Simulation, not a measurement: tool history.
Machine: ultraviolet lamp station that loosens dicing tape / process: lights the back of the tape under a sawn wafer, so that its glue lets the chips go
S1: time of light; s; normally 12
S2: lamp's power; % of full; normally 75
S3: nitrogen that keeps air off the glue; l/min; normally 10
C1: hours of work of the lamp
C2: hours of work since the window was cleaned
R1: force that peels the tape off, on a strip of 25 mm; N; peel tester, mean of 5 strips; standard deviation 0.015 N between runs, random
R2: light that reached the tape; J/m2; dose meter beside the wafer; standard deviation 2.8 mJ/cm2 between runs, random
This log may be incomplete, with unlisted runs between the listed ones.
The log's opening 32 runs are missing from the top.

run 33 hour=1490.0 | S1=19 S2=65 S3=10 | C1=910 C2=177 | R1=0.527 R2=4560
run 34 hour=1545.3 | S1=10 S2=84 S3=4 | C1=943 C2=210 | R1=2.526 R2=3110
run 35 hour=1576.6 | S1=10 S2=87 S3=9 | C1=962 C2=228 | R1=1.301 R2=3130
run 36 hour=1607.8 | S1=12 S2=69 S3=10 | C1=980 C2=247 | R1=1.364 R2=2890
run 37 hour=1665.6 | S1=20 S2=99 S3=3 | C1=1015 C2=282 | R1=0.633 R2=7080
run 38 hour=1709.8 | S1=20 S2=99 S3=3 | C1=1041 C2=308 | R1=0.637 R2=6990
run 39 hour=1740.5 | S1=20 S2=76 S3=7 | C1=1059 C2=326 | R1=0.507 R2=5330
run 40 hour=1791.9 | S1=20 S2=76 S3=7 | C1=1090 C2=357 | R1=0.532 R2=5250
run 41 hour=1839.6 | S1=10 S2=86 S3=10 | C1=1119 C2=385 | R1=1.404 R2=2960
-- hour=1856.1 lamp changed
run 42 hour=1901.5 | S1=10 S2=86 S3=10 | C1=27 C2=422 | R1=0.877 R2=3700
run 43 hour=1937.7 | S1=10 S2=75 S3=10 | C1=49 C2=443 | R1=1.153 R2=3230

What if the next run were any one of these 4? Each begins from the tool's condition after run 43:
run A hour=1983.1 | S1=12 S2=84 S3=16 | C1=76 C2=470 | R1=? R2=?
run B hour=1983.1 | S1=10 S2=75 S3=4 | C1=76 C2=470 | R1=? R2=?
run C hour=1983.1 | S1=17 S2=95 S3=10 | C1=76 C2=470 | R1=? R2=?
run D hour=1983.1 | S1=10 S2=75 S3=3 | C1=76 C2=470 | R1=? R2=?

run=A R1=0.415 R2=4230
run=B R1=2.325 R2=3170
run=C R1=0.226 R2=6820
run=D R1=2.902 R2=3140
Stripped of hidden state, with their random variation kept, the same runs would have yielded:
run=A R1=0.364 R2=4480
run=B R1=2.125 R2=3360
run=C R1=0.209 R2=7220
run=D R1=2.677 R2=3330
